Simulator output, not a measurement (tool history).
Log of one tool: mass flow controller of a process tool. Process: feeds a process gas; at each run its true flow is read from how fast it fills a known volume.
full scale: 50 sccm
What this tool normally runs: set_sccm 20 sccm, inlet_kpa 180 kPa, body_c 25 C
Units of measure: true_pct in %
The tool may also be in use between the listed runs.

run 1 day=0.000 | set_sccm=20 inlet_kpa=180 body_c=25 | true_pct=98.48
run 2 day=10.292 | set_sccm=20 inlet_kpa=180 body_c=25 | true_pct=98.64
run 3 day=22.242 | set_sccm=20 inlet_kpa=180 body_c=25 | true_pct=98.64
run 4 day=32.654 | set_sccm=20 inlet_kpa=180 body_c=25 | true_pct=98.67
run 5 day=42.267 | set_sccm=20 inlet_kpa=180 body_c=25 | true_pct=98.62
run 6 day=55.596 | set_sccm=20 inlet_kpa=180 body_c=25 | true_pct=98.58
run 7 day=67.467 | set_sccm=20 inlet_kpa=180 body_c=24 | true_pct=98.65
run 8 day=78.292 | set_sccm=20 inlet_kpa=180 body_c=24 | true_pct=98.67
run 9 day=88.246 | set_sccm=20 inlet_kpa=180 body_c=24 | true_pct=98.72
run 10 day=104.562 | set_sccm=20 inlet_kpa=180 body_c=25 | true_pct=98.63
run 11 day=120.883 | set_sccm=20 inlet_kpa=180 body_c=25 | true_pct=98.64
run 12 day=136.321 | set_sccm=9 inlet_kpa=180 body_c=25 | true_pct=97.87
run 13 day=144.138 | set_sccm=9 inlet_kpa=180 body_c=25 | true_pct=97.84
run 14 day=156.325 | set_sccm=44 inlet_kpa=180 body_c=25 | true_pct=99.51
run 15 day=165.046 | set_sccm=20 inlet_kpa=180 body_c=25 | true_pct=98.78
run 16 day=172.792 | set_sccm=20 inlet_kpa=180 body_c=25 | true_pct=98.72
run 17 day=183.325 | set_sccm=20 inlet_kpa=180 body_c=25 | true_pct=98.76
run 18 day=198.738 | set_sccm=20 inlet_kpa=180 body_c=25 | true_pct=98.71
run 19 day=208.662 | set_sccm=15 inlet_kpa=180 body_c=25 | true_pct=98.31
run 20 day=217.171 | set_sccm=15 inlet_kpa=180 body_c=25 | true_pct=98.41
run 21 day=229.754 | set_sccm=20 inlet_kpa=180 body_c=27 | true_pct=98.58
run 22 day=240.054 | set_sccm=20 inlet_kpa=180 body_c=33 | true_pct=97.55
run 23 day=253.392 | set_sccm=20 inlet_kpa=180 body_c=33 | true_pct=97.70
run 24 day=261.842 | set_sccm=20 inlet_kpa=174 body_c=25 | true_pct=98.64
run 25 day=276.104 | set_sccm=20 inlet_kpa=174 body_c=28 | true_pct=98.27
run 26 day=283.900 | set_sccm=38 inlet_kpa=195 body_c=22 | true_pct=99.96
run 27 day=295.421 | set_sccm=8 inlet_kpa=195 body_c=22 | true_pct=98.04
run 28 day=309.246 | set_sccm=33 inlet_kpa=207 body_c=25 | true_pct=99.41
run 29 day=320.421 | set_sccm=11 inlet_kpa=207 body_c=20 | true_pct=98.83
-- day=321.158 controller's zero set anew
run 30 day=329.925 | set_sccm=21 inlet_kpa=180 body_c=26 | true_pct=98.51
run 31 day=337.883 | set_sccm=14 inlet_kpa=157 body_c=25 | true_pct=97.90
run 32 day=350.904 | set_sccm=14 inlet_kpa=157 body_c=25 | true_pct=97.97
run 33 day=360.092 | set_sccm=14 inlet_kpa=157 body_c=25 | true_pct=97.96
run 34 day=375.058 | set_sccm=14 inlet_kpa=157 body_c=28 | true_pct=97.57
-- day=382.412 controller's zero set anew, once more
run 35 day=386.962 | set_sccm=21 inlet_kpa=145 body_c=26 | true_pct=98.90

What does the tool deliver on the next run?
run 36 day=398.588 | set_sccm=21 inlet_kpa=145 body_c=26 | true_pct=?

true_pct: 98.78 %
If the tool had no hidden condition, the same run with the same run-to-run variation would have returned true_pct 98.66 %.
